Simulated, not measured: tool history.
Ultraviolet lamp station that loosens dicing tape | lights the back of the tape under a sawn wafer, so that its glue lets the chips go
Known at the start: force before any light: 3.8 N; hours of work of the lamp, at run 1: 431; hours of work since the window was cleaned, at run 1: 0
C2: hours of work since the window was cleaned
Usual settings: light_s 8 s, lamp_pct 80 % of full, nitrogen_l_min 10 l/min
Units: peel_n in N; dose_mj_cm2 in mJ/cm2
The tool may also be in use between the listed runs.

run 1 hour=0 | light_s=8 lamp_pct=80 nitrogen_l_min=10 | hours_of_work_of_the_lamp=431 C2=0 | peel_n=0.225 dose_mj_cm2=333
run 2 hour=43.1 | light_s=8 lamp_pct=80 nitrogen_l_min=10 | hours_of_work_of_the_lamp=454 C2=23 | peel_n=0.224 dose_mj_cm2=335
run 3 hour=129.2 | light_s=8 lamp_pct=80 nitrogen_l_min=10 | hours_of_work_of_the_lamp=501 C2=71 | peel_n=0.232 dose_mj_cm2=324
run 4 hour=169.7 | light_s=8 lamp_pct=80 nitrogen_l_min=10 | hours_of_work_of_the_lamp=523 C2=93 | peel_n=0.232 dose_mj_cm2=318
run 5 hour=256.4 | light_s=8 lamp_pct=80 nitrogen_l_min=10 | hours_of_work_of_the_lamp=570 C2=140 | peel_n=0.242 dose_mj_cm2=313
run 6 hour=329.3 | light_s=8 lamp_pct=80 nitrogen_l_min=10 | hours_of_work_of_the_lamp=610 C2=180 | peel_n=0.249 dose_mj_cm2=307
run 7 hour=415.3 | light_s=8 lamp_pct=80 nitrogen_l_min=10 | hours_of_work_of_the_lamp=657 C2=227 | peel_n=0.258 dose_mj_cm2=292
-- hour=440.8 window cleaned of glue's vapour
run 8 hour=513.5 | light_s=8 lamp_pct=80 nitrogen_l_min=10 | hours_of_work_of_the_lamp=710 C2=40 | peel_n=0.317 dose_mj_cm2=254
run 9 hour=584.1 | light_s=8 lamp_pct=80 nitrogen_l_min=10 | hours_of_work_of_the_lamp=749 C2=78 | peel_n=0.326 dose_mj_cm2=247
run 10 hour=657.9 | light_s=8 lamp_pct=80 nitrogen_l_min=10 | hours_of_work_of_the_lamp=789 C2=118 | peel_n=0.361 dose_mj_cm2=241
run 11 hour=740.3 | light_s=8 lamp_pct=80 nitrogen_l_min=10 | hours_of_work_of_the_lamp=834 C2=163 | peel_n=0.366 dose_mj_cm2=234
run 12 hour=792.6 | light_s=8 lamp_pct=80 nitrogen_l_min=10 | hours_of_work_of_the_lamp=863 C2=192 | peel_n=0.383 dose_mj_cm2=230
run 13 hour=868 | light_s=8 lamp_pct=80 nitrogen_l_min=9 | hours_of_work_of_the_lamp=904 C2=233 | peel_n=0.394 dose_mj_cm2=218
-- hour=880.5 window cleaned of glue's vapour
run 14 hour=913.4 | light_s=8 lamp_pct=80 nitrogen_l_min=3 | hours_of_work_of_the_lamp=928 C2=18 | peel_n=0.435 dose_mj_cm2=316
-- hour=982.6 window cleaned of glue's vapour, once more
run 15 hour=1008.7 | light_s=8 lamp_pct=80 nitrogen_l_min=14 | hours_of_work_of_the_lamp=980 C2=14 | peel_n=0.229 dose_mj_cm2=310
run 16 hour=1080.2 | light_s=8 lamp_pct=80 nitrogen_l_min=10 | hours_of_work_of_the_lamp=1019 C2=53 | peel_n=0.26 dose_mj_cm2=304
run 17 hour=1169 | light_s=8 lamp_pct=80 nitrogen_l_min=11 | hours_of_work_of_the_lamp=1067 C2=102 | peel_n=0.244 dose_mj_cm2=301
run 18 hour=1211.4 | light_s=8 lamp_pct=80 nitrogen_l_min=11 | hours_of_work_of_the_lamp=1090 C2=125 | peel_n=0.248 dose_mj_cm2=289
run 19 hour=1270.8 | light_s=8 lamp_pct=80 nitrogen_l_min=11 | hours_of_work_of_the_lamp=1123 C2=157 | peel_n=0.247 dose_mj_cm2=285
run 20 hour=1365 | light_s=8 lamp_pct=80 nitrogen_l_min=11 | hours_of_work_of_the_lamp=1174 C2=209 | peel_n=0.275 dose_mj_cm2=275
run 21 hour=1415.3 | light_s=8 lamp_pct=80 nitrogen_l_min=10 | hours_of_work_of_the_lamp=1202 C2=236 | peel_n=0.277 dose_mj_cm2=270
-- hour=1421.8 window cleaned of glue's vapour
run 22 hour=1516.7 | light_s=8 lamp_pct=80 nitrogen_l_min=10 | hours_of_work_of_the_lamp=1257 C2=52 | peel_n=0.252 dose_mj_cm2=296
run 23 hour=1589.1 | light_s=8 lamp_pct=80 nitrogen_l_min=10 | hours_of_work_of_the_lamp=1296 C2=91 | peel_n=0.263 dose_mj_cm2=292
run 24 hour=1638.6 | light_s=8 lamp_pct=84 nitrogen_l_min=3 | hours_of_work_of_the_lamp=1323 C2=118 | peel_n=0.46 dose_mj_cm2=296
run 25 hour=1681.5 | light_s=5 lamp_pct=82 nitrogen_l_min=3 | hours_of_work_of_the_lamp=1347 C2=142 | peel_n=0.944 dose_mj_cm2=177
run 26 hour=1767.7 | light_s=5 lamp_pct=89 nitrogen_l_min=20 | hours_of_work_of_the_lamp=1394 C2=189 | peel_n=0.379 dose_mj_cm2=187
run 27 hour=1814.7 | light_s=8 lamp_pct=61 nitrogen_l_min=8 | hours_of_work_of_the_lamp=1419 C2=214 | peel_n=0.491 dose_mj_cm2=204
-- hour=1857.6 window cleaned of glue's vapour
run 28 hour=1860 | light_s=8 lamp_pct=61 nitrogen_l_min=8 | hours_of_work_of_the_lamp=1444 C2=1 | peel_n=0.414 dose_mj_cm2=225
run 29 hour=1926.9 | light_s=7 lamp_pct=80 nitrogen_l_min=9 | hours_of_work_of_the_lamp=1480 C2=38 | peel_n=0.332 dose_mj_cm2=250
run 30 hour=2007 | light_s=4 lamp_pct=61 nitrogen_l_min=10 | hours_of_work_of_the_lamp=1524 C2=82 | peel_n=1.086 dose_mj_cm2=105
run 31 hour=2071.4 | light_s=13 lamp_pct=61 nitrogen_l_min=12 | hours_of_work_of_the_lamp=1559 C2=117 | peel_n=0.21 dose_mj_cm2=342
run 32 hour=2134 | light_s=12 lamp_pct=87 nitrogen_l_min=17 | hours_of_work_of_the_lamp=1593 C2=151 | peel_n=0.185 dose_mj_cm2=436
run 33 hour=2201.1 | light_s=12 lamp_pct=97 nitrogen_l_min=6 | hours_of_work_of_the_lamp=1630 C2=187 | peel_n=0.195 dose_mj_cm2=483
-- hour=2292 window cleaned of glue's vapour
run 34 hour=2296.4 | light_s=12 lamp_pct=90 nitrogen_l_min=5 | hours_of_work_of_the_lamp=1681 C2=2 | peel_n=0.21 dose_mj_cm2=480
-- hour=2309.1 lamp changed
run 35 hour=2389.2 | light_s=12 lamp_pct=73 nitrogen_l_min=5 | hours_of_work_of_the_lamp=44 C2=53 | peel_n=0.206 dose_mj_cm2=473
run 36 hour=2473.2 | light_s=8 lamp_pct=73 nitrogen_l_min=5 | hours_of_work_of_the_lamp=90 C2=98 | peel_n=0.34 dose_mj_cm2=303
run 37 hour=2555.8 | light_s=5 lamp_pct=80 nitrogen_l_min=4 | hours_of_work_of_the_lamp=135 C2=143 | peel_n=0.709 dose_mj_cm2=203
run 38 hour=2640.8 | light_s=9 lamp_pct=67 nitrogen_l_min=4 | hours_of_work_of_the_lamp=181 C2=190 | peel_n=0.389 dose_mj_cm2=297
-- hour=2728.6 window cleaned of glue's vapour
run 39 hour=2728.6 | light_s=16 lamp_pct=66 nitrogen_l_min=6 | hours_of_work_of_the_lamp=229 C2=0 | peel_n=0.187 dose_mj_cm2=570
run 40 hour=2788 | light_s=16 lamp_pct=66 nitrogen_l_min=6 | hours_of_work_of_the_lamp=261 C2=32 | peel_n=0.18 dose_mj_cm2=557
run 41 hour=2836.6 | light_s=10 lamp_pct=80 nitrogen_l_min=10 | hours_of_work_of_the_lamp=287 C2=59 | peel_n=0.192 dose_mj_cm2=419
run 42 hour=2907.5 | light_s=10 lamp_pct=80 nitrogen_l_min=10 | hours_of_work_of_the_lamp=326 C2=98 | peel_n=0.196 dose_mj_cm2=406

5 ways to go on from here, each from the tool as it stands after run 42. What would each give?
run A hour=2954.4 | light_s=8 lamp_pct=62 nitrogen_l_min=13 | hours_of_work_of_the_lamp=352 C2=123 | peel_n=? dose_mj_cm2=?
run B hour=2954.4 | light_s=6 lamp_pct=91 nitrogen_l_min=6 | hours_of_work_of_the_lamp=352 C2=123 | peel_n=? dose_mj_cm2=?
run C hour=2954.4 | light_s=10 lamp_pct=68 nitrogen_l_min=13 | hours_of_work_of_the_lamp=352 C2=123 | peel_n=? dose_mj_cm2=?
run D hour=2954.4 | light_s=8 lamp_pct=92 nitrogen_l_min=10 | hours_of_work_of_the_lamp=352 C2=123 | peel_n=? dose_mj_cm2=?
run E hour=2954.4 | light_s=8 lamp_pct=80 nitrogen_l_min=5 | hours_of_work_of_the_lamp=352 C2=123 | peel_n=? dose_mj_cm2=?

run=A peel_n=0.296 dose_mj_cm2=247
run=B peel_n=0.36 dose_mj_cm2=273
run=C peel_n=0.202 dose_mj_cm2=341
run=D peel_n=0.21 dose_mj_cm2=369
run=E peel_n=0.302 dose_mj_cm2=317
Without the tool's hidden state the same runs would have given:
run=A peel_n=0.258 dose_mj_cm2=275
run=B peel_n=0.307 dose_mj_cm2=305
run=C peel_n=0.189 dose_mj_cm2=381
run=D peel_n=0.197 dose_mj_cm2=411
run=E peel_n=0.26 dose_mj_cm2=354

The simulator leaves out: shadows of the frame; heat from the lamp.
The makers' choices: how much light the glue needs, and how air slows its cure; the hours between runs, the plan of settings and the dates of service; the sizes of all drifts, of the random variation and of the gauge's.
